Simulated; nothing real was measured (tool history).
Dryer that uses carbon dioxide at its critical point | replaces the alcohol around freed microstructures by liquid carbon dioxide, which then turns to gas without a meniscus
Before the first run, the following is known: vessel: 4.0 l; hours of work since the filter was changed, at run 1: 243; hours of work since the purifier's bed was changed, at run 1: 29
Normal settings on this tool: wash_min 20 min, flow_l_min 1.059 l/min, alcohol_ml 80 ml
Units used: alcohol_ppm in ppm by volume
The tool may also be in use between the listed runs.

run   hour  wash_min  flow_l_min  alcohol_ml  hours of work since the filter was changed  hours of work since the purifier's bed was changed  alcohol_ppm
  1    0.0        20       1.059          80                                         243                                                  29          298
  2   21.7        20       1.059          80                                         258                                                  44          317
  3   46.0        20       1.059          80                                         275                                                  61          326
  4   68.6        20       1.059          80                                         291                                                  77          339
  5   81.3        20       1.059          80                                         300                                                  86          334
  6  103.9        20       1.059          80                                         316                                                 102          351
  7  121.8        20       1.059          80                                         329                                                 115          372
  8  140.4        15       1.059          80                                         342                                                 128          961
  9  164.5        15       1.059          80                                         359                                                 145          961
 10  188.2        25       0.900          45                                         376                                                 162          217
 11  203.4        20       1.240          23                                         387                                                 172          131
 12  220.0        31       1.560          23                                         398                                                 184           94

Below are 4 alternative next runs, each starting from the tool's condition after run 12. Predict each:
  A  232.7        18       1.059          80                                         407                                                 193            ?
  B  232.7        26       0.990          35                                         407                                                 193            ?
  C  232.7        31       1.300          23                                         407                                                 193            ?
  D  232.7        31       0.770          23                                         407                                                 193            ?

run  alcohol_ppm
  A          586
  B          156
  C          102
  D          161
Stripped of hidden state, with their random variation kept, the same runs would have yielded:
run  alcohol_ppm
  A          350
  B           43
  C            6
  D           48

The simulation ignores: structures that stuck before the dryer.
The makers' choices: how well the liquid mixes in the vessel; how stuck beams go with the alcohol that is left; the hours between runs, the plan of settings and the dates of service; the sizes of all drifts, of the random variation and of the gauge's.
